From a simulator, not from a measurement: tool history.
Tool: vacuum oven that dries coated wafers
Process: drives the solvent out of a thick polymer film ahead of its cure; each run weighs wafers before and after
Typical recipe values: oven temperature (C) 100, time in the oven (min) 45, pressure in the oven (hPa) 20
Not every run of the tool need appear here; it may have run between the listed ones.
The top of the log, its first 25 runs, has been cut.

run,day,oven temperature (C),time in the oven (min),pressure in the oven (hPa),hours of work since the thermocouples were calibrated,hours of work since the vacuum gauge was cleaned of residue,solvent left in the film (%)
26,84.988,86,27,27.2,482,1056,14.75
27,87.046,100,33,66.3,511,1085,9.56
28,89.896,109,75,54.3,552,1125,2.83
29,92.608,108,32,20,590,1163,4.37
30,96.529,108,36,17.9,645,1218,3.72
31,100.746,108,28,17.9,704,1278,5.39
32,105.179,108,28,17.9,767,1340,5.2
# day 106.575: oven's thermocouples calibrated
33,109.538,103,81,62,42,1400,4.08
34,112.196,114,34,31.8,79,1438,2.61
35,116.708,94,71,46,143,1501,6.37
36,121.1,86,79,10,205,1563,6.55

Each row is a separate what-if for the run after 36, all from the same tool condition, not one after another. Results?
A,125.479,100,54,20,266,1625,?
B,125.479,102,33,78.1,266,1625,?
C,125.479,100,45,53.8,266,1625,?

run,solvent left in the film (%)
A,4
B,9.16
C,6.88
What these runs would have given with no unlogged condition in the tool:
run,solvent left in the film (%)
A,3.54
B,8.67
C,6.39

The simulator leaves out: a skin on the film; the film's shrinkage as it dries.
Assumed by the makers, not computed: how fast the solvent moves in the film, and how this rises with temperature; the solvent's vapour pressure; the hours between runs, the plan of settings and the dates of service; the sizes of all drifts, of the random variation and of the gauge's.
